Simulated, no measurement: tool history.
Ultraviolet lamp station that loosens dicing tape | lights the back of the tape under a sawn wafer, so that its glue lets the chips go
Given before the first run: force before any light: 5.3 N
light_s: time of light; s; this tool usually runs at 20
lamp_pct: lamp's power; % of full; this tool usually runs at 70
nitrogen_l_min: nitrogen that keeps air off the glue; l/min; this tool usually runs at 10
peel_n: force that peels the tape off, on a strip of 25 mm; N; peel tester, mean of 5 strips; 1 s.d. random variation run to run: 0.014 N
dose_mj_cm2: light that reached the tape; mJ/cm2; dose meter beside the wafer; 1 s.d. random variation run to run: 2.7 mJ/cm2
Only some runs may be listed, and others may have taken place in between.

{"run": 1, "hour": 0.0, "light_s": 20, "lamp_pct": 70, "nitrogen_l_min": 10, "peel_n": 0.89, "dose_mj_cm2": 304}
{"run": 2, "hour": 10.5, "light_s": 20, "lamp_pct": 70, "nitrogen_l_min": 10, "peel_n": 0.894, "dose_mj_cm2": 303}
{"run": 3, "hour": 15.8, "light_s": 20, "lamp_pct": 70, "nitrogen_l_min": 10, "peel_n": 0.871, "dose_mj_cm2": 310}
{"run": 4, "hour": 23.3, "light_s": 20, "lamp_pct": 70, "nitrogen_l_min": 10, "peel_n": 0.885, "dose_mj_cm2": 305}
{"run": 5, "hour": 31.6, "light_s": 20, "lamp_pct": 70, "nitrogen_l_min": 10, "peel_n": 0.884, "dose_mj_cm2": 303}
{"run": 6, "hour": 41.8, "light_s": 20, "lamp_pct": 70, "nitrogen_l_min": 10, "peel_n": 0.892, "dose_mj_cm2": 305}
{"run": 7, "hour": 47.7, "light_s": 20, "lamp_pct": 70, "nitrogen_l_min": 10, "peel_n": 0.87, "dose_mj_cm2": 305}
{"run": 8, "hour": 53.6, "light_s": 20, "lamp_pct": 70, "nitrogen_l_min": 10, "peel_n": 0.914, "dose_mj_cm2": 305}
{"run": 9, "hour": 63.4, "light_s": 20, "lamp_pct": 70, "nitrogen_l_min": 10, "peel_n": 0.922, "dose_mj_cm2": 304}
{"run": 10, "hour": 72.5, "light_s": 11, "lamp_pct": 70, "nitrogen_l_min": 10, "peel_n": 1.97, "dose_mj_cm2": 165}
{"run": 11, "hour": 82.2, "light_s": 28, "lamp_pct": 70, "nitrogen_l_min": 10, "peel_n": 0.458, "dose_mj_cm2": 425}
{"run": 12, "hour": 88.3, "light_s": 28, "lamp_pct": 70, "nitrogen_l_min": 10, "peel_n": 0.457, "dose_mj_cm2": 420}
{"run": 13, "hour": 95.9, "light_s": 28, "lamp_pct": 70, "nitrogen_l_min": 10, "peel_n": 0.455, "dose_mj_cm2": 420}
{"run": 14, "hour": 106.0, "light_s": 20, "lamp_pct": 70, "nitrogen_l_min": 10, "peel_n": 0.906, "dose_mj_cm2": 298}
{"run": 15, "hour": 115.0, "light_s": 20, "lamp_pct": 70, "nitrogen_l_min": 10, "peel_n": 0.929, "dose_mj_cm2": 298}
{"run": 16, "hour": 123.9, "light_s": 20, "lamp_pct": 70, "nitrogen_l_min": 10, "peel_n": 0.928, "dose_mj_cm2": 299}
{"run": 17, "hour": 135.1, "light_s": 20, "lamp_pct": 70, "nitrogen_l_min": 10, "peel_n": 0.952, "dose_mj_cm2": 290}
{"run": 18, "hour": 146.7, "light_s": 20, "lamp_pct": 70, "nitrogen_l_min": 10, "peel_n": 0.928, "dose_mj_cm2": 294}
{"run": 19, "hour": 158.7, "light_s": 20, "lamp_pct": 70, "nitrogen_l_min": 10, "peel_n": 0.935, "dose_mj_cm2": 293}
{"run": 20, "hour": 169.2, "light_s": 20, "lamp_pct": 70, "nitrogen_l_min": 10, "peel_n": 0.954, "dose_mj_cm2": 289}
{"run": 21, "hour": 178.8, "light_s": 20, "lamp_pct": 80, "nitrogen_l_min": 10, "peel_n": 0.724, "dose_mj_cm2": 332}
{"run": 22, "hour": 184.8, "light_s": 20, "lamp_pct": 72, "nitrogen_l_min": 10, "peel_n": 0.918, "dose_mj_cm2": 301}
{"run": 23, "hour": 195.1, "light_s": 19, "lamp_pct": 70, "nitrogen_l_min": 4, "peel_n": 1.432, "dose_mj_cm2": 276}
{"run": 24, "hour": 203.0, "light_s": 19, "lamp_pct": 71, "nitrogen_l_min": 4, "peel_n": 1.395, "dose_mj_cm2": 275}
{"run": 25, "hour": 211.3, "light_s": 14, "lamp_pct": 63, "nitrogen_l_min": 10, "peel_n": 1.794, "dose_mj_cm2": 179}
{"run": 26, "hour": 218.0, "light_s": 12, "lamp_pct": 70, "nitrogen_l_min": 10, "peel_n": 1.898, "dose_mj_cm2": 175}
{"run": 27, "hour": 229.2, "light_s": 12, "lamp_pct": 70, "nitrogen_l_min": 10, "peel_n": 1.968, "dose_mj_cm2": 172}
{"run": 28, "hour": 238.7, "light_s": 29, "lamp_pct": 72, "nitrogen_l_min": 10, "peel_n": 0.429, "dose_mj_cm2": 429}
{"run": 29, "hour": 250.3, "light_s": 19, "lamp_pct": 99, "nitrogen_l_min": 5, "peel_n": 0.789, "dose_mj_cm2": 387}
{"hour": 261.5, "done": "window cleaned of glue's vapour"}
{"run": 30, "hour": 262.9, "light_s": 19, "lamp_pct": 70, "nitrogen_l_min": 10, "peel_n": 0.856, "dose_mj_cm2": 314}
{"run": 31, "hour": 273.1, "light_s": 14, "lamp_pct": 70, "nitrogen_l_min": 16, "peel_n": 1.189, "dose_mj_cm2": 234}
{"run": 32, "hour": 285.1, "light_s": 18, "lamp_pct": 91, "nitrogen_l_min": 4, "peel_n": 0.907, "dose_mj_cm2": 387}
{"run": 33, "hour": 294.9, "light_s": 18, "lamp_pct": 91, "nitrogen_l_min": 4, "peel_n": 0.891, "dose_mj_cm2": 379}
{"run": 34, "hour": 302.7, "light_s": 36, "lamp_pct": 61, "nitrogen_l_min": 10, "peel_n": 0.292, "dose_mj_cm2": 508}
{"run": 35, "hour": 308.0, "light_s": 36, "lamp_pct": 69, "nitrogen_l_min": 4, "peel_n": 0.385, "dose_mj_cm2": 584}
{"run": 36, "hour": 316.5, "light_s": 36, "lamp_pct": 69, "nitrogen_l_min": 4, "peel_n": 0.379, "dose_mj_cm2": 579}
{"run": 37, "hour": 327.3, "light_s": 13, "lamp_pct": 76, "nitrogen_l_min": 10, "peel_n": 1.325, "dose_mj_cm2": 230}
{"run": 38, "hour": 335.8, "light_s": 13, "lamp_pct": 76, "nitrogen_l_min": 10, "peel_n": 1.375, "dose_mj_cm2": 226}
{"run": 39, "hour": 342.4, "light_s": 13, "lamp_pct": 76, "nitrogen_l_min": 10, "peel_n": 1.383, "dose_mj_cm2": 226}
{"run": 40, "hour": 348.7, "light_s": 13, "lamp_pct": 76, "nitrogen_l_min": 10, "peel_n": 1.357, "dose_mj_cm2": 227}

Run 41 comes next. What will it give?
{"run": 41, "hour": 359.5, "light_s": 20, "lamp_pct": 65, "nitrogen_l_min": 6, "peel_n": "?", "dose_mj_cm2": "?"}

{"run 41": {"peel_n": 1.143, "dose_mj_cm2": 295}}
Were there no unlogged condition in the tool, this run, its random variation unchanged, would have produced peel_n 0.957 N, dose_mj_cm2 330 mJ/cm2.

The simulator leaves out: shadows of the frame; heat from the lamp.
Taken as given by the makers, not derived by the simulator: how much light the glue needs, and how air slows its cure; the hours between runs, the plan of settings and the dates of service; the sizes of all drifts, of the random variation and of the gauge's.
